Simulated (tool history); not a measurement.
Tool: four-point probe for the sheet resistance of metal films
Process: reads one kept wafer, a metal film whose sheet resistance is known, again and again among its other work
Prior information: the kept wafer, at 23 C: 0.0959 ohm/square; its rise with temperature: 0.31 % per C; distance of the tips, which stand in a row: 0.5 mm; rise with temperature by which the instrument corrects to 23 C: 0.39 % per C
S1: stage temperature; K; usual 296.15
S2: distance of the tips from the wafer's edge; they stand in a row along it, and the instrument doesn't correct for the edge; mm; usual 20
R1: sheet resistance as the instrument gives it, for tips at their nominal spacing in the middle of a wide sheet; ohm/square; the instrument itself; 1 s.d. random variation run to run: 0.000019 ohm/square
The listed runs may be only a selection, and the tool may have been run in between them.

{"run": 1, "hour": 0.0, "S1": 296.15, "S2": 20, "R1": 0.096322}
{"run": 2, "hour": 24.4, "S1": 296.15, "S2": 20, "R1": 0.096315}
{"run": 3, "hour": 49.1, "S1": 296.15, "S2": 20, "R1": 0.0963}
{"run": 4, "hour": 60.7, "S1": 296.15, "S2": 20, "R1": 0.096298}
{"run": 5, "hour": 87.1, "S1": 296.15, "S2": 20, "R1": 0.096285}
{"run": 6, "hour": 111.6, "S1": 296.15, "S2": 20, "R1": 0.096328}
{"run": 7, "hour": 138.2, "S1": 291.15, "S2": 69, "R1": 0.096728}
{"run": 8, "hour": 158.0, "S1": 296.15, "S2": 5, "R1": 0.096808}
{"run": 9, "hour": 177.4, "S1": 296.15, "S2": 5, "R1": 0.096796}
{"run": 10, "hour": 191.0, "S1": 296.15, "S2": 5, "R1": 0.096822}

4 ways to go on from here, each from the tool as it stands after run 10. What would each give?
{"run": "A", "hour": 209.1, "S1": 293.15, "S2": 35, "R1": "?"}
{"run": "B", "hour": 209.1, "S1": 298.15, "S2": 6, "R1": "?"}
{"run": "C", "hour": 209.1, "S1": 304.15, "S2": 6, "R1": "?"}
{"run": "D", "hour": 209.1, "S1": 297.15, "S2": 9, "R1": "?"}

run=A R1=0.096543
run=B R1=0.096474
run=C R1=0.096015
run=D R1=0.09638
Take away the tool's hidden state, keep each run's random variation, and the runs would have read:
run=A R1=0.096147
run=B R1=0.09608
run=C R1=0.095625
run=D R1=0.095986
